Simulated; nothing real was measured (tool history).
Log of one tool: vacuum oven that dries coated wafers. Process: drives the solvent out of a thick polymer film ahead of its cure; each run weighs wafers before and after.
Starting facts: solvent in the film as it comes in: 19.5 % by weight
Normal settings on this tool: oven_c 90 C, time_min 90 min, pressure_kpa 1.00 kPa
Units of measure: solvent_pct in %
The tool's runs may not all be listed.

run	hour	oven_c	time_min	pressure_kpa	solvent_pct
1	0.0	90	90	1.00	1.57
2	94.2	90	90	1.00	1.58
# hour 143.3: oven's thermocouples calibrated
3	186.8	90	90	1.00	1.62
4	244.0	80	90	1.00	3.36
5	344.6	80	90	1.00	3.45
6	426.6	80	90	0.53	3.17
7	485.4	80	90	0.53	3.15
8	585.7	80	90	0.53	3.22
# hour 602.2: vacuum gauge cleaned of residue and calibrated
9	684.8	80	90	0.53	3.12
# hour 755.6: oven's thermocouples calibrated, once more
10	775.5	80	90	0.53	2.88
11	832.6	80	90	0.53	2.86

Expected results for the next run?
12	925.9	80	90	0.53	?

solvent_pct: 2.89 %
Take away the tool's hidden state, keep the run-to-run variation as it was, and the same run would have given solvent_pct 2.82 %.
